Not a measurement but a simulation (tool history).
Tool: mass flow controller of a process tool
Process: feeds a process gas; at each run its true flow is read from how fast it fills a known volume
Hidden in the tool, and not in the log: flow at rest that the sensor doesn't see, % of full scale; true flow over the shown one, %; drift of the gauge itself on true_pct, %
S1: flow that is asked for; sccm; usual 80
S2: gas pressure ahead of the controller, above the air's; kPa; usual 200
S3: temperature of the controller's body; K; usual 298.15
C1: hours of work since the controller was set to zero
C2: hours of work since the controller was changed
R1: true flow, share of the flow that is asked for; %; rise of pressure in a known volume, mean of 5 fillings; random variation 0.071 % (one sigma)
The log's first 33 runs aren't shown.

Run 34, hour 3667.4: usual settings but S1 13 sccm, S2 270 kPa, S3 299.15 K; C1 1879; C2 1879. Result: R1 99.44 %.
Run 35, hour 3794.9: usual settings but S1 33 sccm, S2 247 kPa; C1 1940; C2 1940. Result: R1 99.84 %.
Run 36, hour 3905.4: usual settings but S1 18 sccm, S2 227 kPa, S3 312.15 K; C1 1993; C2 1993. Result: R1 100.47 %.
Run 37, hour 4000.7: usual settings but S1 43 sccm, S2 278 kPa, S3 296.15 K; C1 2039; C2 2039. Result: R1 99.81 %.
Run 38, hour 4112.0: usual settings but S1 43 sccm, S2 278 kPa, S3 296.15 K; C1 2092; C2 2092. Result: R1 99.61 %.
Run 39, hour 4194.5: usual settings but S1 16 sccm, S2 252 kPa, S3 312.15 K; C1 2132; C2 2132. Result: R1 100.50 %.
Run 40, hour 4338.8: usual settings but S1 16 sccm, S2 252 kPa, S3 312.15 K; C1 2201; C2 2201. Result: R1 100.60 %.
Run 41, hour 4430.9: usual settings but S2 161 kPa, S3 294.15 K; C1 2245; C2 2245. Result: R1 100.36 %.
Run 42, hour 4540.0: usual settings but S1 10 sccm, S2 279 kPa, S3 312.15 K; C1 2297; C2 2297. Result: R1 100.27 %.
At hour 4564.8: gauge calibrated.
Run 43, hour 4626.8: usual settings but S1 16 sccm, S2 174 kPa, S3 302.15 K; C1 2339; C2 2339. Result: R1 99.64 %.
Run 44, hour 4700.6: usual settings but S1 16 sccm, S2 174 kPa, S3 302.15 K; C1 2374; C2 2374. Result: R1 99.88 %.
Run 45, hour 4798.4: usual settings but S1 11 sccm, S2 148 kPa, S3 301.15 K; C1 2421; C2 2421. Result: R1 99.94 %.
Run 46, hour 4907.5: usual settings but S1 38 sccm, S3 300.15 K; C1 2474; C2 2474. Result: R1 99.82 %.
Run 47, hour 5030.9: usual settings but S1 75 sccm, S2 142 kPa, S3 300.15 K; C1 2533; C2 2533. Result: R1 100.47 %.
Run 48, hour 5115.4: usual settings but S1 75 sccm, S2 142 kPa, S3 300.15 K; C1 2573; C2 2573. Result: R1 100.45 %.

3 ways to go on from here, each from the tool as it stands after run 48. What would each give?
Run A, hour 5245.4: usual settings but S1 46 sccm, S2 179 kPa, S3 307.15 K; C1 2636; C2 2636. Result: R1 ?.
Run B, hour 5245.4: usual settings but S1 66 sccm, S2 159 kPa, S3 299.15 K; C1 2636; C2 2636. Result: R1 ?.
Run C, hour 5245.4: usual settings but S2 204 kPa; C1 2636; C2 2636. Result: R1 ?.

run      R1
  A  100.45
  B  100.28
  C  100.15
Without the tool's hidden state the same runs would have given:
run      R1
  A  100.18
  B  100.01
  C   99.88
